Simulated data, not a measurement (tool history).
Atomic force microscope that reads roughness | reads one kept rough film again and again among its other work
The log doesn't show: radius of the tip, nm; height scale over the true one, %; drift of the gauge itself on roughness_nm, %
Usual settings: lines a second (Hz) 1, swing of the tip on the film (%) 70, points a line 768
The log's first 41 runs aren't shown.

run	hour	lines a second (Hz)	swing of the tip on the film (%)	points a line	pictures with this tip	hours of work since the height scale was calibrated	roughness of the kept film (nm (root mean square))
42	1656.8	1	72	548	300	379	4.213
43	1687.8	1	71	768	348	399	4.175
# hour 1692.5: new tip fitted
44	1711.5	1	71	768	30	414	4.569
45	1755.4	0.99	64	768	99	443	4.545
46	1796.8	0.74	64	756	164	471	4.48
47	1847.6	1.25	89	280	243	504	4.174
48	1876.1	0.93	80	827	288	523	4.22
# hour 1916.7: new tip fitted
49	1932.3	2.45	70	768	25	560	4.511
50	1968.4	1.89	65	454	81	584	4.505
51	2013	1.41	70	624	151	613	4.376
52	2040.2	1.34	65	324	194	631	4.352
53	2075.1	0.6	83	969	248	654	4.304

3 ways to go on from here, each from the tool as it stands after run 53. What would each give?
A	2118.6	0.6	81	969	317	683	?
B	2118.6	1	70	376	317	683	?
C	2118.6	1.9	83	726	317	683	?

run	roughness of the kept film (nm (root mean square))
A	4.25
B	4.223
C	4.022
Without the tool's hidden state the same runs would have given:
run	roughness of the kept film (nm (root mean square))
A	4.668
B	4.639
C	4.418
